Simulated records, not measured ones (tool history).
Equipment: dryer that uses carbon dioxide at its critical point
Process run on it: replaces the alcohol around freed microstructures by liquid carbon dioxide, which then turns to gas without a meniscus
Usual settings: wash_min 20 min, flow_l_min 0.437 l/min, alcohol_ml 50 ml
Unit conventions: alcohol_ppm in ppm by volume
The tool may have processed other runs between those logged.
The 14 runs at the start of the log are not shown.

run	day	wash_min	flow_l_min	alcohol_ml	alcohol_ppm
15	7.783	20	0.437	50	105
16	8.425	20	0.437	50	108
17	9.142	20	0.494	50	61
18	9.938	20	0.437	77	173
# day 10.025: inlet filter changed
19	10.725	20	0.437	77	99
20	11.521	20	0.579	84	43
21	12.358	25	0.437	50	39
22	12.954	25	0.437	50	53
23	13.35	25	0.437	50	47
24	14.092	17	0.73	115	50
25	14.771	17	0.73	115	48
26	15.479	19	0.73	115	49
27	16.258	17	0.345	97	1073
28	17.012	13	0.437	97	1153
29	17.688	13	0.437	97	1197
30	18.15	22	0.279	50	533
31	18.725	28	0.437	108	51
32	19.512	28	0.437	108	60
33	20.025	14	0.37	64	1306
34	20.612	19	0.518	115	103
35	21.471	21	0.294	21	267
36	22.054	27	0.373	86	98
37	22.629	20	0.437	32	97

What if the next run were any one of these 3? Each begins from the tool's condition after run 37:
A	23.483	20	0.469	50	?
B	23.483	20	0.469	24	?
C	23.483	12	0.289	36	?

run	alcohol_ppm
A	92
B	67
C	2802
Without the tool's unlogged condition, the same runs would have read:
run	alcohol_ppm
A	23
B	8
C	2204

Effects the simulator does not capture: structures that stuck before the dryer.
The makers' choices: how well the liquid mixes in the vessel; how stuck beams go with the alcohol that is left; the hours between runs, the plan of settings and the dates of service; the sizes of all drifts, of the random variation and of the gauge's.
